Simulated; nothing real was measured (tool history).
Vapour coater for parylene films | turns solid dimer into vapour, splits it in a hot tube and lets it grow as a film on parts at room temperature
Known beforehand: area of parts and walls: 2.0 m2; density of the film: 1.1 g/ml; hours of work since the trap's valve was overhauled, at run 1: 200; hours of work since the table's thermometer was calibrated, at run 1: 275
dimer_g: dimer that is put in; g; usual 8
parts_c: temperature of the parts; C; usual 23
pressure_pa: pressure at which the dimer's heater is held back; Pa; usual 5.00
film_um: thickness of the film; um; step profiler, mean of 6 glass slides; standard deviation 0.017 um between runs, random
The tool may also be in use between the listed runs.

run,hour,dimer_g,parts_c,pressure_pa,hours of work since the trap's valve was overhauled,hours of work since the table's thermometer was calibrated,film_um
1,0.0,8,23,5.00,200,275,2.01
2,21.5,8,23,5.00,217,292,1.99
3,37.6,8,23,5.00,229,305,1.99
4,60.3,8,23,5.00,247,322,2.01
5,77.0,8,23,5.00,260,335,2.00
6,107.2,8,23,3.85,284,359,2.01
7,127.0,8,23,3.85,299,374,1.98
8,148.7,8,23,3.85,316,391,2.02
9,170.4,8,23,3.85,333,408,2.00
10,183.3,8,23,3.85,343,418,1.99
11,200.0,8,23,5.00,356,431,1.93
# hour 205.7: trap's valve overhauled
12,233.7,8,23,5.00,22,454,1.90
13,249.8,8,23,5.00,34,467,1.89
14,272.0,5,23,5.00,52,484,1.15
# hour 279.1: trap's valve overhauled, once more
15,300.3,5,23,5.00,17,503,1.31
16,322.3,5,23,5.00,34,520,1.30
17,349.8,5,23,5.00,55,542,1.31
18,375.3,5,23,5.00,75,561,1.31
19,398.3,5,23,5.00,93,579,1.30
20,417.8,4,17,8.95,108,595,1.08
21,439.4,5,20,8.95,125,611,1.30
22,452.4,8,21,2.28,135,622,2.21
23,472.4,8,21,2.28,151,637,2.22
24,485.2,8,21,2.28,161,647,2.21
25,508.7,8,21,2.28,179,665,2.20
26,532.6,9,21,5.54,198,684,2.34
27,552.0,7,23,8.90,213,699,1.67
28,574.2,9,26,2.22,230,716,2.28
29,595.2,11,20,3.67,246,733,2.94
30,612.2,9,20,3.67,260,746,2.38
31,642.5,9,33,2.91,283,770,1.96

Branching from run 31: 3 alternative next runs. What would each branch give?
A,663.7,8,18,5.00,300,786,?
B,663.7,6,24,4.18,300,786,?
C,663.7,3,28,2.91,300,786,?

run,film_um
A,2.14
B,1.45
C,0.70
The same runs, with their run-to-run variation unchanged, on a tool lacking any hidden condition would have given:
run,film_um
A,2.33
B,1.58
C,0.76

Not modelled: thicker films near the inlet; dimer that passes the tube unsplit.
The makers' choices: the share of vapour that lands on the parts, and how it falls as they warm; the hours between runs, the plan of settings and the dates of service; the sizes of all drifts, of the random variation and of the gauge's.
